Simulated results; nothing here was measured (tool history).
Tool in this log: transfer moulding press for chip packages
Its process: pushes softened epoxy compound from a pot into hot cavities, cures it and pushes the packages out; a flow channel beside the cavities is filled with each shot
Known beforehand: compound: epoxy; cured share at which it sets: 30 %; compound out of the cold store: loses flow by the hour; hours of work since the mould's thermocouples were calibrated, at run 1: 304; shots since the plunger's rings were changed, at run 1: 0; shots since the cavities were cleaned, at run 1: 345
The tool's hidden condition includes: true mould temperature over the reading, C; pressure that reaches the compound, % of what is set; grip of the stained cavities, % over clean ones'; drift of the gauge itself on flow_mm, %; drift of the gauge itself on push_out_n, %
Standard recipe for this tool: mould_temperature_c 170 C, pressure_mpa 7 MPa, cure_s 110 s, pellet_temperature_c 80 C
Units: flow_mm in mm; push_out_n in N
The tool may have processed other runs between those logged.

run   hour  mould_temperature_c  pressure_mpa  cure_s  pellet_temperature_c  hours of work since the mould's thermocouples were calibrated  shots since the plunger's rings were changed  shots since the cavities were cleaned  incoming compound's hours out of the cold store  flow_mm  push_out_n
  1      0                  170             7     110                    80                                                            304                                             0                                    345                                             46.8      731         567
  2   29.5                  170             7     110                    80                                                            321                                           274                                    619                                             33.9      765         585
      35.7  -- cavities cleaned with cleaning compound and waxed
  3   63.2                  170             7     110                    80                                                            340                                           574                                    256                                             16.7      823         603
     107.8  -- cavities cleaned with cleaning compound and waxed
  4  122.4                  170             7     110                    80                                                            373                                          1109                                    135                                             11.2      842         602
       180  -- cavities cleaned with cleaning compound and waxed
  5  181.5                  170             7     110                    80                                                            407                                          1643                                     14                                             26.2      785         603
  6    220                  170             7     110                    80                                                            429                                          2001                                    372                                              9.3      849         609
       249  -- cavities cleaned with cleaning compound and waxed
  7  266.2                  170             7     110                    80                                                            455                                          2415                                    159                                             43.3      735         574
     318.1  -- cavities cleaned with cleaning compound and waxed
  8  323.1                  166          7.16     110                    88                                                            488                                          2929                                     45                                              9.1      870         764
  9  383.8                  166             7     110                    83                                                            523                                          3493                                    609                                             19.8      818         784
     388.5  -- cavities cleaned with cleaning compound and waxed
       397  -- plunger's sealing rings changed
 10    432                  171             7     110                    80                                                            549                                           326                                    381                                             42.4      737         561
     459.5  -- cavities cleaned with cleaning compound and waxed
 11  488.2                  163             7     102                    86                                                            581                                           833                                    266                                             41.1      764         984

Run 12 has not been measured yet. What should we expect?
     530.2  -- cavities cleaned with cleaning compound and waxed
 12  549.7                  167          5.74     110                    80                                                            616                                          1390                                    181                                             31.6        ?           ?

Run 12 came out at flow_mm 700 mm, push_out_n 733 N.
Were there no unlogged condition in the tool, this run, its random variation unchanged, would have produced flow_mm 700 mm, push_out_n 732 N.
